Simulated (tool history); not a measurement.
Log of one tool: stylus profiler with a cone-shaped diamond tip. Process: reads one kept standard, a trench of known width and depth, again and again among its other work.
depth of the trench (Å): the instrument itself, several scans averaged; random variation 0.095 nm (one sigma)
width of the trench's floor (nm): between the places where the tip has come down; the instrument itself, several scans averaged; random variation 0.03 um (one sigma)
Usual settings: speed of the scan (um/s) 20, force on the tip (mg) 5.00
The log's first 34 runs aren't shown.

run	hour	speed of the scan (um/s)	force on the tip (mg)	scans with this tip	hours of work since the height scale was calibrated	depth of the trench (Å)	width of the trench's floor (nm)
35	471.9	7	3.33	7585	635	5052.7	16400
36	480.3	7	11.12	7662	642	5132.7	16340
37	490.4	72	10.40	7755	649	5126.0	16250
38	506.7	69	3.21	7906	662	5049.6	16150
39	526.0	69	3.21	8085	677	5050.2	16210
40	539.1	69	3.21	8205	687	5049.3	16130
41	551.1	13	11.03	8317	696	5128.5	16330
42	564.0	28	3.45	8436	706	5051.5	16210
43	579.0	14	6.11	8574	718	5084.2	16280
44	592.1	39	2.65	8696	728	5042.5	16140
45	605.2	39	11.22	8816	738	5133.1	16220
46	622.2	7	2.58	8973	751	5040.4	16200
47	636.2	7	2.58	9103	762	5041.3	16220
48	655.7	7	2.58	9283	777	5040.0	16200

3 ways to go on from here, each from the tool as it stands after run 48. What would each give?
A	667.7	19	5.20	9394	787	?	?
B	667.7	5	6.13	9394	787	?	?
C	667.7	55	5.00	9394	787	?	?

run	depth of the trench (Å)	width of the trench's floor (nm)
A	5071.5	16190
B	5084.0	16160
C	5070.4	16120
Without the tool's hidden state the same runs would have given:
run	depth of the trench (Å)	width of the trench's floor (nm)
A	5087.5	17340
B	5100.0	17310
C	5086.4	17270

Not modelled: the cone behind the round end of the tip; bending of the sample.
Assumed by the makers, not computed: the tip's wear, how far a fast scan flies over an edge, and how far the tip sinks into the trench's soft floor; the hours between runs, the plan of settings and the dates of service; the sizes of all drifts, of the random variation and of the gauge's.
